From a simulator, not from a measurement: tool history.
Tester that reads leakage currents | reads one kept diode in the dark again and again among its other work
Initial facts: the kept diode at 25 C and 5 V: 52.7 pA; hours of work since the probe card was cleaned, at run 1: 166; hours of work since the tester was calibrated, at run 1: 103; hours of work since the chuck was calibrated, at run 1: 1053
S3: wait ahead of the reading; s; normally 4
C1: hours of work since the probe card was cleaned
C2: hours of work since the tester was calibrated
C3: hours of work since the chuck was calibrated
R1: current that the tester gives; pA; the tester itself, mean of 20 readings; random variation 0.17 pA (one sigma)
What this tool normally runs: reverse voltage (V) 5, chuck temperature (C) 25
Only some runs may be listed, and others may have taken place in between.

Run 1, day 0: usual settings; C1 166; C2 103; C3 1053. Result: R1 59.83 pA.
Run 2, day 1.479: usual settings but reverse voltage (V) 2.32; C1 190; C2 127; C3 1077. Result: R1 39.39 pA.
Run 3, day 2.896: usual settings; C1 212; C2 149; C3 1099. Result: R1 60.1 pA.
Run 4, day 3.829: usual settings; C1 227; C2 164; C3 1114. Result: R1 59.86 pA.
Run 5, day 4.967: usual settings; C1 245; C2 182; C3 1132. Result: R1 60.11 pA.
Run 6, day 6.033: usual settings but reverse voltage (V) 1.99; C1 262; C2 199; C3 1149. Result: R1 36.83 pA.
Run 7, day 6.925: usual settings but reverse voltage (V) 12.25, chuck temperature (C) 35, S3 2.75 s; C1 277; C2 213; C3 1164. Result: R1 215.35 pA.
Run 8, day 7.958: usual settings but chuck temperature (C) 42, S3 6.26 s; C1 293; C2 230; C3 1180. Result: R1 227.01 pA.

Expected results for the next run?
Run 9, day 9.192: usual settings but reverse voltage (V) 4.32, chuck temperature (C) 56, S3 2.08 s; C1 313; C2 249; C3 1200. Result: R1 ?.

R1: 564.79 pA
The same run, on a tool lacking any hidden state, would have yielded R1 508.83 pA.

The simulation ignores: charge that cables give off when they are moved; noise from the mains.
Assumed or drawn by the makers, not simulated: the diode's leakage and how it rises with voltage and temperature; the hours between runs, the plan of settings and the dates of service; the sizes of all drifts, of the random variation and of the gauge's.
